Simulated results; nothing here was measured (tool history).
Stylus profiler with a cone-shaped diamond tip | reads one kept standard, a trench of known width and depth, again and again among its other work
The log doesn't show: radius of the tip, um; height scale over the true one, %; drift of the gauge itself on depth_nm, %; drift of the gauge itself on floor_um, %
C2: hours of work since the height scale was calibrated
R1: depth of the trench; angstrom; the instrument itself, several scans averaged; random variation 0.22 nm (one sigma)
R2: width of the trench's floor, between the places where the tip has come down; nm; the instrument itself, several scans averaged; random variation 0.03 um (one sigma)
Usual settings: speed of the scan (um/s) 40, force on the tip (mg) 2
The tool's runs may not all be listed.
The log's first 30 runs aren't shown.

run 31 hour=1046.9 | speed_of_the_scan_(um/s)=131 force_on_the_tip_(mg)=0.94 | scans_with_this_tip=10935 C2=300 | R1=10035 R2=24400
run 32 hour=1087.7 | speed_of_the_scan_(um/s)=131 force_on_the_tip_(mg)=0.94 | scans_with_this_tip=11167 C2=329 | R1=10036 R2=24420
run 33 hour=1129.7 | speed_of_the_scan_(um/s)=36 force_on_the_tip_(mg)=3.68 | scans_with_this_tip=11405 C2=358 | R1=10103.3 R2=25300
run 34 hour=1164.3 | speed_of_the_scan_(um/s)=36 force_on_the_tip_(mg)=3.68 | scans_with_this_tip=11602 C2=382 | R1=10098.8 R2=25270
run 35 hour=1186.1 | speed_of_the_scan_(um/s)=36 force_on_the_tip_(mg)=3.68 | scans_with_this_tip=11725 C2=397 | R1=10099.4 R2=25280
run 36 hour=1207.2 | speed_of_the_scan_(um/s)=79 force_on_the_tip_(mg)=0.72 | scans_with_this_tip=11845 C2=412 | R1=10026 R2=24710
run 37 hour=1247.6 | speed_of_the_scan_(um/s)=154 force_on_the_tip_(mg)=2.34 | scans_with_this_tip=12074 C2=440 | R1=10073.4 R2=24620
run 38 hour=1278 | speed_of_the_scan_(um/s)=154 force_on_the_tip_(mg)=2.34 | scans_with_this_tip=12247 C2=461 | R1=10066 R2=24570
run 39 hour=1300 | speed_of_the_scan_(um/s)=75 force_on_the_tip_(mg)=5.5 | scans_with_this_tip=12372 C2=477 | R1=10128.4 R2=25090
run 40 hour=1326.6 | speed_of_the_scan_(um/s)=75 force_on_the_tip_(mg)=5.5 | scans_with_this_tip=12522 C2=495 | R1=10129.9 R2=25100
run 41 hour=1347.3 | speed_of_the_scan_(um/s)=30 force_on_the_tip_(mg)=5.5 | scans_with_this_tip=12640 C2=510 | R1=10128.9 R2=25250
run 42 hour=1373.1 | speed_of_the_scan_(um/s)=13 force_on_the_tip_(mg)=1.33 | scans_with_this_tip=12786 C2=528 | R1=10039.3 R2=25190
run 43 hour=1411.2 | speed_of_the_scan_(um/s)=66 force_on_the_tip_(mg)=5.25 | scans_with_this_tip=13003 C2=554 | R1=10123.2 R2=25090
run 44 hour=1434.5 | speed_of_the_scan_(um/s)=38 force_on_the_tip_(mg)=1.89 | scans_with_this_tip=13135 C2=571 | R1=10053.8 R2=25070
run 45 hour=1463.5 | speed_of_the_scan_(um/s)=21 force_on_the_tip_(mg)=1.56 | scans_with_this_tip=13300 C2=591 | R1=10047.5 R2=25150
run 46 hour=1512.2 | speed_of_the_scan_(um/s)=21 force_on_the_tip_(mg)=1.56 | scans_with_this_tip=13576 C2=625 | R1=10050 R2=25080

3 ways to go on from here, each from the tool as it stands after run 46. What would each give?
run A hour=1535.4 | speed_of_the_scan_(um/s)=49 force_on_the_tip_(mg)=1.56 | scans_with_this_tip=13707 C2=641 | R1=? R2=?
run B hour=1535.4 | speed_of_the_scan_(um/s)=21 force_on_the_tip_(mg)=0.88 | scans_with_this_tip=13707 C2=641 | R1=? R2=?
run C hour=1535.4 | speed_of_the_scan_(um/s)=13 force_on_the_tip_(mg)=0.77 | scans_with_this_tip=13707 C2=641 | R1=? R2=?

run=A R1=10043.1 R2=24950
run=B R1=10028 R2=25090
run=C R1=10020.2 R2=25150
Without the tool's hidden state the same runs would have given:
run=A R1=10060 R2=26220
run=B R1=10044.8 R2=26370
run=C R1=10037 R2=26420
